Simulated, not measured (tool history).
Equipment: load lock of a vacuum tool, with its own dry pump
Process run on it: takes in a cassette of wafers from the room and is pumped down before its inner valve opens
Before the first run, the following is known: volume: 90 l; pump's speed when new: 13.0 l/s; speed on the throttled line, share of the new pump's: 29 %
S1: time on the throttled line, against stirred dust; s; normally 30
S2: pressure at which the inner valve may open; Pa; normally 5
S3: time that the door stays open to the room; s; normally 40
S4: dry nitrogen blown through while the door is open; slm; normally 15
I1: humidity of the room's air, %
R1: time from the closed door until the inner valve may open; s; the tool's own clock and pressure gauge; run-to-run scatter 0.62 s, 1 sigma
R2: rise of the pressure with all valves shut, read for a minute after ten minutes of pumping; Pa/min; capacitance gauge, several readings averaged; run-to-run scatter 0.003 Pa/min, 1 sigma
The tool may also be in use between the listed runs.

run 1 hour=0 | S1=30 S2=5 S3=40 S4=15 | I1=43.9 | R1=100 R2=0.081
run 2 hour=199.3 | S1=30 S2=5 S3=40 S4=15 | I1=45.5 | R1=100.9 R2=0.077
run 3 hour=321.8 | S1=30 S2=5 S3=40 S4=15 | I1=44.6 | R1=101.9 R2=0.081
run 4 hour=533.2 | S1=30 S2=5 S3=40 S4=34 | I1=46 | R1=101.2 R2=0.074
run 5 hour=710.3 | S1=17 S2=5 S3=40 S4=15 | I1=46.7 | R1=92.1 R2=0.095
run 6 hour=890.3 | S1=30 S2=5 S3=213 S4=23 | I1=45.9 | R1=101.5 R2=0.127
run 7 hour=1087.1 | S1=30 S2=9 S3=40 S4=12 | I1=46.4 | R1=96.7 R2=0.097
run 8 hour=1210.1 | S1=30 S2=5 S3=40 S4=31 | I1=45 | R1=101.5 R2=0.087
run 9 hour=1358.7 | S1=30 S2=7 S3=136 S4=31 | I1=43.4 | R1=99 R2=0.109
run 10 hour=1522.6 | S1=37 S2=5 S3=56 S4=15 | I1=44.4 | R1=105.5 R2=0.105

Below are 4 alternative next runs, each starting from the tool's condition after run 10. Predict each:
run A hour=1754.2 | S1=30 S2=5 S3=56 S4=37 | I1=44.8 | R1=? R2=?
run B hour=1754.2 | S1=37 S2=5 S3=51 S4=13 | I1=46.3 | R1=? R2=?
run C hour=1754.2 | S1=33 S2=5 S3=56 S4=19 | I1=47.3 | R1=? R2=?
run D hour=1754.2 | S1=37 S2=5 S3=56 S4=34 | I1=45 | R1=? R2=?

run=A R1=101.9 R2=0.094
run=B R1=106 R2=0.106
run=C R1=104.7 R2=0.103
run=D R1=107.6 R2=0.094
Stripped of hidden state, with their random variation kept, the same runs would have yielded:
run=A R1=90.8 R2=0.023
run=B R1=95.2 R2=0.037
run=C R1=93.6 R2=0.033
run=D R1=96.8 R2=0.023

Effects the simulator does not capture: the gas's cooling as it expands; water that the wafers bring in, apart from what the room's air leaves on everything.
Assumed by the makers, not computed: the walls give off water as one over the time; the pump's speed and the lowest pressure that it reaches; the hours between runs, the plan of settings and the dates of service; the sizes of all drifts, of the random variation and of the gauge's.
